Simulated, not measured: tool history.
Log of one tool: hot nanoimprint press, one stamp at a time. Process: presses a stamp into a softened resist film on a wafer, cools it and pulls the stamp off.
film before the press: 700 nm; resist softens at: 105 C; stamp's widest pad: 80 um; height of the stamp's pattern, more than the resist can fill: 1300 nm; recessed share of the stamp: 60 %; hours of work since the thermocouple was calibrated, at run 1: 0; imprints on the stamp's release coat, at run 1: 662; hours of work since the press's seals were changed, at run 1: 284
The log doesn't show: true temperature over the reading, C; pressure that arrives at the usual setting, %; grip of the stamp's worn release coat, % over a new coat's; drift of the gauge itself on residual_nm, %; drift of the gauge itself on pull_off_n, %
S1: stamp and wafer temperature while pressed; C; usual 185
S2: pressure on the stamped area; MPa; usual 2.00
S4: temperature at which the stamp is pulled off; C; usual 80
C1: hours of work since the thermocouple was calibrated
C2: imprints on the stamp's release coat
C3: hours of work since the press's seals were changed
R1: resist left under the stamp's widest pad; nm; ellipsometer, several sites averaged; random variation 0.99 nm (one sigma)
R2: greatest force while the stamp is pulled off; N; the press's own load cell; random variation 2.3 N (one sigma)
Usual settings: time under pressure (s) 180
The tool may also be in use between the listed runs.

run 1 hour=0.0 | S1=185 S2=2.00 time_under_pressure_(s)=180 S4=80 | C1=0 C2=662 C3=284 | R1=355.0 R2=233
run 2 hour=61.8 | S1=185 S2=2.00 time_under_pressure_(s)=180 S4=80 | C1=41 C2=805 C3=324 | R1=356.5 R2=240
run 3 hour=109.7 | S1=185 S2=2.00 time_under_pressure_(s)=180 S4=80 | C1=72 C2=916 C3=356 | R1=356.6 R2=243
run 4 hour=141.2 | S1=185 S2=2.00 time_under_pressure_(s)=180 S4=80 | C1=93 C2=989 C3=377 | R1=357.2 R2=242
run 5 hour=198.6 | S1=185 S2=2.00 time_under_pressure_(s)=180 S4=80 | C1=131 C2=1121 C3=414 | R1=358.7 R2=245
run 6 hour=256.9 | S1=185 S2=2.00 time_under_pressure_(s)=180 S4=80 | C1=169 C2=1256 C3=453 | R1=360.2 R2=251
run 7 hour=297.2 | S1=185 S2=2.00 time_under_pressure_(s)=180 S4=79 | C1=196 C2=1349 C3=479 | R1=361.3 R2=261
run 8 hour=350.7 | S1=185 S2=2.00 time_under_pressure_(s)=180 S4=75 | C1=231 C2=1473 C3=514 | R1=362.7 R2=286
run 9 hour=384.2 | S1=185 S2=2.00 time_under_pressure_(s)=180 S4=75 | C1=253 C2=1550 C3=536 | R1=364.2 R2=295
run 10 hour=419.6 | S1=185 S2=2.00 time_under_pressure_(s)=180 S4=75 | C1=276 C2=1632 C3=560 | R1=364.5 R2=286
run 11 hour=486.7 | S1=185 S2=2.00 time_under_pressure_(s)=180 S4=75 | C1=320 C2=1788 C3=604 | R1=366.6 R2=295
run 12 hour=517.5 | S1=185 S2=2.00 time_under_pressure_(s)=180 S4=75 | C1=341 C2=1859 C3=624 | R1=368.0 R2=298
-- hour=529.6 press's hydraulic seals changed and the load cell set to zero
run 13 hour=559.3 | S1=185 S2=1.74 time_under_pressure_(s)=180 S4=75 | C1=363 C2=1937 C3=20 | R1=383.6 R2=299
run 14 hour=588.4 | S1=185 S2=1.74 time_under_pressure_(s)=180 S4=75 | C1=382 C2=2004 C3=39 | R1=383.9 R2=305
-- hour=651.0 plate thermocouple calibrated
run 15 hour=657.6 | S1=185 S2=2.00 time_under_pressure_(s)=180 S4=80 | C1=4 C2=2157 C3=82 | R1=350.5 R2=261
run 16 hour=699.5 | S1=185 S2=2.00 time_under_pressure_(s)=180 S4=80 | C1=32 C2=2254 C3=110 | R1=352.1 R2=260
-- hour=739.3 stamp cleaned and given a new release coat
run 17 hour=772.5 | S1=175 S2=1.66 time_under_pressure_(s)=175 S4=80 | C1=76 C2=77 C3=154 | R1=526.1 R2=231
run 18 hour=840.0 | S1=185 S2=2.34 time_under_pressure_(s)=326 S4=66 | C1=120 C2=233 C3=198 | R1=265.0 R2=321
run 19 hour=882.3 | S1=185 S2=2.34 time_under_pressure_(s)=326 S4=66 | C1=148 C2=331 C3=226 | R1=266.5 R2=329
run 20 hour=942.3 | S1=189 S2=2.34 time_under_pressure_(s)=326 S4=66 | C1=188 C2=470 C3=266 | R1=225.7 R2=324
run 21 hour=982.5 | S1=189 S2=2.34 time_under_pressure_(s)=326 S4=66 | C1=214 C2=563 C3=292 | R1=227.7 R2=337
run 22 hour=1044.0 | S1=189 S2=2.34 time_under_pressure_(s)=326 S4=66 | C1=255 C2=705 C3=332 | R1=229.3 R2=336
run 23 hour=1099.5 | S1=175 S2=1.48 time_under_pressure_(s)=92 S4=80 | C1=291 C2=833 C3=369 | R1=606.5 R2=243
run 24 hour=1135.1 | S1=175 S2=1.48 time_under_pressure_(s)=115 S4=69 | C1=315 C2=915 C3=392 | R1=590.9 R2=317
run 25 hour=1198.0 | S1=185 S2=2.56 time_under_pressure_(s)=180 S4=79 | C1=356 C2=1061 C3=434 | R1=327.1 R2=260
run 26 hour=1238.4 | S1=190 S2=2.00 time_under_pressure_(s)=180 S4=69 | C1=383 C2=1154 C3=460 | R1=305.3 R2=329
run 27 hour=1283.7 | S1=179 S2=2.00 time_under_pressure_(s)=180 S4=86 | C1=412 C2=1259 C3=490 | R1=451.2 R2=209
-- hour=1303.0 plate thermocouple calibrated
run 28 hour=1343.0 | S1=185 S2=1.72 time_under_pressure_(s)=180 S4=80 | C1=26 C2=1389 C3=527 | R1=379.0 R2=246
run 29 hour=1407.2 | S1=175 S2=2.00 time_under_pressure_(s)=335 S4=67 | C1=69 C2=1538 C3=570 | R1=422.4 R2=345
run 30 hour=1448.0 | S1=179 S2=2.20 time_under_pressure_(s)=110 S4=81 | C1=95 C2=1632 C3=596 | R1=487.9 R2=242

How the hidden state differs across the entries between the runs, from the last listed run before each to the first after it:
Between runs 12 and 13: press's hydraulic seals changed and the load cell set to zero (hour 529.6)
  true temperature over the reading, C: -0.82 -> -0.87; pressure that arrives at the usual setting, %: 95.71 -> 100.02; grip of the stamp's worn release coat, % over a new coat's: 12.7 -> 13.2
  measured less the result without the state, R1: +17.4 -> +11.5 nm; R2: +39 -> +41 N
Between runs 14 and 15: plate thermocouple calibrated (hour 651.0)
  true temperature over the reading, C: -0.91 -> -0.08; pressure that arrives at the usual setting, %: 99.9 -> 99.6; grip of the stamp's worn release coat, % over a new coat's: 13.7 -> 14.7
  measured less the result without the state, R1: +12.2 -> +1.7 nm; R2: +42 -> +34 N
Between runs 16 and 17: stamp cleaned and given a new release coat (hour 739.3)
  true temperature over the reading, C: -0.14 -> -0.24; pressure that arrives at the usual setting, %: 99.43 -> 99.14; grip of the stamp's worn release coat, % over a new coat's: 15.4 -> 0.5
  measured less the result without the state, R1: +2.7 -> +4.2 nm; R2: +36 -> +3 N
Between runs 27 and 28: plate thermocouple calibrated (hour 1303.0)
  true temperature over the reading, C: -0.97 -> -0.06; pressure that arrives at the usual setting, %: 96.98 -> 96.75; grip of the stamp's worn release coat, % over a new coat's: 8.6 -> 9.5
  measured less the result without the state, R1: +18.9 -> +5.2 nm; R2: +23 -> +22 N
